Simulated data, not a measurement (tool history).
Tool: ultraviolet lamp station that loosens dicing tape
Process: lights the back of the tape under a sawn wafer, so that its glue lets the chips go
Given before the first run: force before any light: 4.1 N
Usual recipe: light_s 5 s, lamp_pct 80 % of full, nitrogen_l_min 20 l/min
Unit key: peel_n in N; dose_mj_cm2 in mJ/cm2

| run | hour | light_s | lamp_pct | nitrogen_l_min | peel_n | dose_mj_cm2 |
|---|---|---|---|---|---|---|
| 1 | 0.0 | 5 | 80 | 20 | 0.736 | 495 |
| 2 | 27.3 | 5 | 80 | 20 | 0.736 | 492 |
| 3 | 56.3 | 2 | 80 | 20 | 2.033 | 191 |
| 4 | 91.1 | 4 | 80 | 20 | 1.064 | 376 |
| 5 | 136.4 | 5 | 80 | 20 | 0.816 | 453 |
| 6 | 161.0 | 5 | 80 | 20 | 0.802 | 454 |
| 7 | 189.5 | 5 | 80 | 8 | 1.322 | 439 |
| 8 | 228.1 | 5 | 80 | 8 | 1.297 | 426 |
| 9 | 269.8 | 5 | 80 | 8 | 1.385 | 419 |
|  | 273.4 | window cleaned of glue's vapour |
| 10 | 294.6 | 5 | 70 | 20 | 1.255 | 325 |
| 11 | 322.2 | 5 | 70 | 20 | 1.234 | 318 |
| 12 | 356.2 | 5 | 70 | 20 | 1.319 | 312 |

Run 13 is up next; what results do you expect?
| 13 | 399.8 | 3 | 70 | 20 | ? | ? |

Run 13 produced peel_n 2.074 N, dose_mj_cm2 174 mJ/cm2.
The same run, on a tool lacking any hidden state, would have yielded peel_n 1.363 N, dose_mj_cm2 290 mJ/cm2.
